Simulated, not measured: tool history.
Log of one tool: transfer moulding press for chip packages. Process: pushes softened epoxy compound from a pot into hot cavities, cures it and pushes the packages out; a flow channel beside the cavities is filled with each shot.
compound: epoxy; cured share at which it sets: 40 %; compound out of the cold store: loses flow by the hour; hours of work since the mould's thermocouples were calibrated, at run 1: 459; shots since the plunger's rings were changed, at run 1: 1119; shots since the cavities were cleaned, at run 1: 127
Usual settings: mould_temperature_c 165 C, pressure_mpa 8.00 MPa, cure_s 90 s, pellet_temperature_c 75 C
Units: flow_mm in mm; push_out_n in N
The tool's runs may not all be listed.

run,hour,mould_temperature_c,pressure_mpa,cure_s,pellet_temperature_c,hours of work since the mould's thermocouples were calibrated,shots since the plunger's rings were changed,shots since the cavities were cleaned,incoming compound's hours out of the cold store,flow_mm,push_out_n
1,0.0,165,8.00,90,75,459,1119,127,17.1,673,634
2,18.8,165,8.00,90,84,468,1307,315,20.2,666,631
3,38.0,158,8.00,90,84,477,1500,508,39.7,608,1090
4,58.2,158,8.00,90,84,487,1701,709,27.6,661,1258
# hour 69.3: cavities cleaned with cleaning compound and waxed
5,77.0,158,8.00,83,84,495,1875,77,17.0,692,1201
6,103.1,165,8.70,90,75,508,2136,338,17.8,686,683
7,119.9,165,8.70,90,75,516,2304,506,18.0,686,722
# hour 150.3: cavities cleaned with cleaning compound and waxed
8,150.3,165,8.00,90,75,530,2593,0,43.4,586,513
9,183.8,165,8.00,90,75,546,2929,336,30.6,623,631
10,211.9,165,8.00,90,84,560,3209,616,13.8,675,728
11,227.2,165,8.00,90,84,568,3363,770,9.1,688,810
# hour 233.6: cavities cleaned with cleaning compound and waxed
# hour 245.2: mould's thermocouples calibrated
12,261.4,165,8.00,90,84,8,3670,258,38.0,585,549
13,285.9,165,8.00,90,75,20,3915,503,18.4,653,693
14,308.7,165,6.19,90,75,31,4143,731,47.3,494,659
# hour 318.4: cavities cleaned with cleaning compound and waxed
15,338.1,165,6.19,90,75,44,4422,196,37.4,518,566
16,363.7,165,9.33,90,75,57,4679,453,39.2,621,606
17,378.2,159,8.19,90,75,64,4824,598,17.2,673,1177
# hour 395.5: plunger's sealing rings changed
# hour 402.8: cavities cleaned with cleaning compound and waxed
18,412.0,159,8.19,90,67,78,151,93,38.6,628,844
19,443.2,159,7.62,126,75,93,462,404,18.5,663,497
20,472.7,159,7.62,126,68,108,757,699,15.0,678,572
# hour 484.4: cavities cleaned with cleaning compound and waxed
21,499.3,158,6.86,111,76,120,1009,149,23.9,620,653

Run 22 comes next. What will it give?
22,529.0,158,6.86,111,76,134,1306,446,14.8,?,?

Run 22 gave flow_mm 646 mm, push_out_n 762 N.
Without the tool's hidden state the same run would have given flow_mm 656 mm, push_out_n 574 N.
